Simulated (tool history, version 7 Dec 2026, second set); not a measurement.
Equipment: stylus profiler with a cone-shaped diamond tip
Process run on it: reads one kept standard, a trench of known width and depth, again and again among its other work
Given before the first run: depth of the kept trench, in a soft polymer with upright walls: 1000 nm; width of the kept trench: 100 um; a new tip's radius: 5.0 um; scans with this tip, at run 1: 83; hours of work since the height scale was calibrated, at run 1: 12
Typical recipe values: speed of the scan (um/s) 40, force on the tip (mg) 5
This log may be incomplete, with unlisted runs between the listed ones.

run   hour  speed of the scan (um/s)  force on the tip (mg)  scans with this tip  hours of work since the height scale was calibrated  depth of the trench (Å)  width of the trench's floor (nm)
  1      0                        40                      5                   83                                                   12                  10185.8                             93990
  2   29.2                        40                      5                  216                                                   31                    10189                             93900
  3   57.3                        11                      5                  345                                                   49                  10192.1                             93980
  4  100.1                        20                      5                  540                                                   77                    10189                             93940
  5  127.4                        20                   5.12                  664                                                   95                  10196.5                             93900
  6  151.3                        20                   5.12                  773                                                  111                  10190.6                             93890
  7  182.5                        20                   5.12                  916                                                  131                  10197.5                             93880
  8  211.8                        20                   5.12                 1050                                                  151                  10199.2                             93840
  9  242.1                        10                   8.72                 1188                                                  170                  10279.5                             93940
 10  284.1                        10                   8.72                 1380                                                  198                  10282.2                             93780
 11  318.1                        58                      5                 1535                                                  220                  10195.9                             93760
 12  355.4                        50                      5                 1705                                                  245                  10198.1                             93750
 13  393.4                        50                      5                 1879                                                  270                  10200.4                             93720
 14  418.7                        50                      5                 1994                                                  286                  10204.9                             93720
 15  438.4                        50                      5                 2084                                                  299                  10198.9                             93690

Each row is a separate what-if for the run after 15, all from the same tool condition, not one after another. Results?
  A  470.6                       155                      5                 2231                                                  320                        ?                                 ?
  B  470.6                        50                   2.51                 2231                                                  320                        ?                                 ?
  C  470.6                        51                   2.99                 2231                                                  320                        ?                                 ?
  D  470.6                        33                      5                 2231                                                  320                        ?                                 ?
  E  470.6                        40                   3.65                 2231                                                  320                        ?                                 ?

run  depth of the trench (Å)  width of the trench's floor (nm)
  A                  10203.5                             93510
  B                  10132.7                             93640
  C                  10146.3                             93640
  D                  10202.5                             93740
  E                  10167.8                             93710
Take away the tool's hidden state, keep each run's random variation, and the runs would have read:
run  depth of the trench (Å)  width of the trench's floor (nm)
  A                  10186.6                             93740
  B                    10116                             93870
  C                  10129.5                             93880
  D                  10185.6                             93970
  E                    10151                             93940
